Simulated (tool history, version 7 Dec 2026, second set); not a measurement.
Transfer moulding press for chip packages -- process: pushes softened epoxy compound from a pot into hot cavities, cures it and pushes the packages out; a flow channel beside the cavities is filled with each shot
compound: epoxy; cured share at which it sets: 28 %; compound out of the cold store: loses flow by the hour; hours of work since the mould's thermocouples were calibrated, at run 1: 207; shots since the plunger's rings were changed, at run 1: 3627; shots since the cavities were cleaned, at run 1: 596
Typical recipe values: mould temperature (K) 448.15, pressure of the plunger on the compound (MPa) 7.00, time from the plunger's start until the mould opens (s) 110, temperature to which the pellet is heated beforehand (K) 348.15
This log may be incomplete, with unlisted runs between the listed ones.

run	hour	mould temperature (K)	pressure of the plunger on the compound (MPa)	time from the plunger's start until the mould opens (s)	temperature to which the pellet is heated beforehand (K)	hours of work since the mould's thermocouples were calibrated	shots since the plunger's rings were changed	shots since the cavities were cleaned	incoming compound's hours out of the cold store	length that the compound runs in the flow channel (mm)	greatest force on the pins that push the packages out (N)
1	0.0	448.15	7.00	110	348.15	207	3627	596	35.5	602	366
# hour 15.4: plunger's sealing rings changed
# hour 16.9: cavities cleaned with cleaning compound and waxed
2	49.9	448.15	7.00	110	339.15	242	388	388	27.4	679	361
3	72.1	448.15	7.00	110	339.15	258	647	647	39.8	627	387
# hour 81.2: cavities cleaned with cleaning compound and waxed
4	112.9	448.15	7.00	110	339.15	287	1108	371	17.2	709	358
5	143.4	448.15	7.00	110	348.15	310	1466	729	38.3	620	406
# hour 148.0: cavities cleaned with cleaning compound and waxed
6	191.9	448.15	7.00	110	348.15	345	2016	514	12.1	713	402
# hour 213.3: cavities cleaned with cleaning compound and waxed
7	237.7	448.15	7.00	110	351.15	378	2536	286	26.2	651	322
# hour 278.6: cavities cleaned with cleaning compound and waxed
8	286.5	448.15	7.00	110	351.15	413	3090	92	12.2	702	256
9	310.3	448.15	7.00	110	348.15	431	3369	371	13.0	690	363
# hour 343.4: cavities cleaned with cleaning compound and waxed
# hour 349.6: plunger's sealing rings changed
10	362.6	448.15	7.00	110	348.15	467	153	197	30.1	666	292
# hour 412.5: cavities cleaned with cleaning compound and waxed
11	414.6	448.15	7.00	110	348.15	505	744	24	17.5	712	221
# hour 426.6: mould's thermocouples calibrated
12	450.8	448.15	7.00	110	348.15	18	1145	425	39.1	617	337
# hour 479.0: cavities cleaned with cleaning compound and waxed
13	487.2	448.15	7.00	110	348.15	44	1554	96	11.5	722	249
14	519.5	448.15	7.00	110	348.15	68	1933	475	9.8	726	381
# hour 547.6: cavities cleaned with cleaning compound and waxed
15	564.1	448.15	7.00	110	348.15	100	2437	192	11.6	710	307
16	585.5	448.15	7.00	110	348.15	116	2688	443	9.5	714	382
# hour 613.5: cavities cleaned with cleaning compound and waxed
17	638.4	443.15	7.00	110	341.15	155	3291	291	25.1	655	451
18	665.7	440.15	6.79	111	353.15	175	3611	611	38.2	609	603
# hour 678.1: cavities cleaned with cleaning compound and waxed
# hour 683.9: plunger's sealing rings changed
19	718.3	440.15	6.79	111	353.15	211	402	442	11.6	761	612
# hour 746.2: cavities cleaned with cleaning compound and waxed
20	746.2	440.15	7.26	110	348.15	231	713	0	9.6	795	333
21	793.3	440.15	7.26	110	348.15	266	1264	551	35.7	665	570

Run 22, settings as shown, results not yet in. Your forecast:
# hour 814.7: cavities cleaned with cleaning compound and waxed
22	817.3	446.15	8.51	110	341.15	283	1528	31	39.4	?	?

Logged for run 22: length that the compound runs in the flow channel (mm) 689, greatest force on the pins that push the packages out (N) 224.
Without the tool's hidden state the same run would have given length that the compound runs in the flow channel (mm) 711, greatest force on the pins that push the packages out (N) 195.

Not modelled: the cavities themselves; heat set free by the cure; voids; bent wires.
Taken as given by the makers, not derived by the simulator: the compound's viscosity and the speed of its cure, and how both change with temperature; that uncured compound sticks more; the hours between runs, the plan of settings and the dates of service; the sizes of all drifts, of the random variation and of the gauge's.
